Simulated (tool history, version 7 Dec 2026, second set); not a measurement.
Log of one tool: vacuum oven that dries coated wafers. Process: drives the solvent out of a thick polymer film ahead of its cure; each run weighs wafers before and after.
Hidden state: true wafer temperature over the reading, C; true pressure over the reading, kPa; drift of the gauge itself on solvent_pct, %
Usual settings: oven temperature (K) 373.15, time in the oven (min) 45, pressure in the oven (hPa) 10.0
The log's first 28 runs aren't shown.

run,hour,oven temperature (K),time in the oven (min),pressure in the oven (hPa),hours of work since the thermocouples were calibrated,hours of work since the vacuum gauge was cleaned of residue,solvent left in the film (%)
29,402.0,376.15,44,11.6,1116,513,1.39
30,415.8,369.15,63,33.3,1123,520,2.54
31,428.7,361.15,68,28.9,1130,527,3.88
32,442.7,373.15,31,10.0,1137,534,3.29
33,451.4,358.15,41,14.7,1141,538,6.50
34,463.5,385.15,34,9.2,1147,544,0.85
35,477.2,385.15,34,9.2,1154,551,0.84
36,491.5,385.15,34,9.2,1162,559,0.85
37,501.9,386.15,45,10.0,1167,564,0.43
38,520.2,379.15,24,11.9,1177,574,3.07
39,530.4,365.15,45,32.1,1182,579,4.60
40,542.3,365.15,45,32.1,1188,585,4.64
41,553.7,365.15,45,32.1,1194,591,4.63
42,566.3,373.15,29,19.1,1200,597,3.94

Forecast each of these 3 alternatives for the next run:
A,579.6,373.15,36,19.1,1207,604,?
B,579.6,373.15,22,16.3,1207,604,?
C,579.6,381.15,54,12.5,1207,604,?

run,solvent left in the film (%)
A,2.96
B,5.29
C,0.61
Without the tool's hidden state the same runs would have given:
run,solvent left in the film (%)
A,2.97
B,5.32
C,0.61

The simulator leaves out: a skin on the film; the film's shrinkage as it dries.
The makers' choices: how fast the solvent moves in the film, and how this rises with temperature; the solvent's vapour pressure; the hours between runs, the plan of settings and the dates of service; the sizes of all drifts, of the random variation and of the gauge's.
